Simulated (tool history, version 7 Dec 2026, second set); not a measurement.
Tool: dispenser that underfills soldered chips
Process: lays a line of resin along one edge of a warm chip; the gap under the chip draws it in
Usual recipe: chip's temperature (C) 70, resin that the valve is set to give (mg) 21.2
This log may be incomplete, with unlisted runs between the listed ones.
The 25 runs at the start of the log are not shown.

| run | hour | chip's temperature (C) | resin that the valve is set to give (mg) | hours of work since the syringe was changed | hours of work since the valve was cleaned | hours of work since the stage was calibrated | time until the resin shows at the far edge (s) | resin that the valve gave (mg) |
|---|---|---|---|---|---|---|---|---|
|  | 224.1 | new syringe of resin |
| 26 | 228.5 | 67 | 24.1 | 3 | 57 | 255 | 755.0 | 22.99 |
|  | 232.9 | dispensing valve cleaned and set on the balance |
|  | 239.4 | new syringe of resin |
| 27 | 241.7 | 56 | 26.7 | 2 | 7 | 264 | 1256.1 | 26.57 |
| 28 | 250.3 | 70 | 26.2 | 8 | 13 | 270 | 926.4 | 25.96 |
|  | 253.8 | new syringe of resin |
| 29 | 258.9 | 83 | 23.5 | 4 | 20 | 277 | 340.8 | 22.98 |
|  | 268.0 | new syringe of resin |
| 30 | 269.5 | 83 | 23.5 | 1 | 28 | 285 | 271.7 | 22.89 |
| 31 | 276.7 | 60 | 20.9 | 7 | 33 | 290 | 1438.8 | 20.10 |
|  | 282.0 | new syringe of resin |
| 32 | 289.0 | 67 | 20.4 | 5 | 43 | 300 | 902.8 | 19.75 |
|  | 296.0 | new syringe of resin |
| 33 | 301.3 | 67 | 20.8 | 4 | 52 | 309 | 817.1 | 19.92 |
|  | 310.8 | new syringe of resin |
|  | 312.9 | dispensing valve cleaned and set on the balance |
| 34 | 314.9 | 72 | 24.8 | 2 | 2 | 319 | 545.2 | 24.81 |
| 35 | 320.2 | 56 | 18.4 | 7 | 6 | 323 | 1879.8 | 18.34 |

Branching from run 35: 3 alternative next runs. What would each branch give?
|  | 326.1 | new syringe of resin |
| A | 326.5 | 62 | 21.2 | 0 | 10 | 327 | ? | ? |
|  | 326.1 | new syringe of resin |
| B | 326.5 | 84 | 25.8 | 0 | 10 | 327 | ? | ? |
|  | 326.1 | new syringe of resin |
| C | 326.5 | 71 | 19.4 | 0 | 10 | 327 | ? | ? |

| run | time until the resin shows at the far edge (s) | resin that the valve gave (mg) |
|---|---|---|
| A | 831.5 | 21.20 |
| B | 245.3 | 25.71 |
| C | 496.9 | 19.31 |
Without the tool's unlogged condition, the same runs would have read:
| run | time until the resin shows at the far edge (s) | resin that the valve gave (mg) |
|---|---|---|
| A | 724.6 | 21.34 |
| B | 216.7 | 25.88 |
| C | 435.4 | 19.43 |
